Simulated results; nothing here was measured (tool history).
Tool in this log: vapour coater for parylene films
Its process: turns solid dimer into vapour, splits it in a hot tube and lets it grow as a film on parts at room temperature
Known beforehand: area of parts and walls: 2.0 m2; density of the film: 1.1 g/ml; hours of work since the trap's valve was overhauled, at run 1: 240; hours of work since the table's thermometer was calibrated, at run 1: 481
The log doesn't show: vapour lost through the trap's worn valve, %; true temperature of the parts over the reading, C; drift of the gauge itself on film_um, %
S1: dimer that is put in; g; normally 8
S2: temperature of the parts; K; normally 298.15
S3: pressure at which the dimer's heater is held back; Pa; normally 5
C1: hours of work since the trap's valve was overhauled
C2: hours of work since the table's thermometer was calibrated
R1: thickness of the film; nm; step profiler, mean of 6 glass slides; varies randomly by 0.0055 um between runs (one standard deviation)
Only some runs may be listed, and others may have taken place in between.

run   hour  S1      S2     S3   C1   C2    R1
  1      0   8  298.15      5  240  481  1601
  2   19.4   8  298.15      5  249  490  1589
  3   35.7   8  298.15      5  257  498  1581
  4     60   8  298.15      5  268  509  1587
      73.6  -- trap's valve overhauled
  5   83.9   8  298.15      5    5  518  1665
  6    106   8  298.15      5   15  528  1674
  7  136.6   8  298.15      5   29  542  1657
  8  156.8   7  291.15  10.73   38  551  1691
  9  171.2   9  291.15  10.73   45  558  2166
 10  195.5   8  298.15   6.29   56  569  1618

The next listed run, before its measurement:
 11  224.5   8  298.15  6.29  69  583   ?

Run 11 measured R1 1622 nm.
On a tool with no hidden condition, and with the same random variation, this run would have come out at R1 1662 nm.

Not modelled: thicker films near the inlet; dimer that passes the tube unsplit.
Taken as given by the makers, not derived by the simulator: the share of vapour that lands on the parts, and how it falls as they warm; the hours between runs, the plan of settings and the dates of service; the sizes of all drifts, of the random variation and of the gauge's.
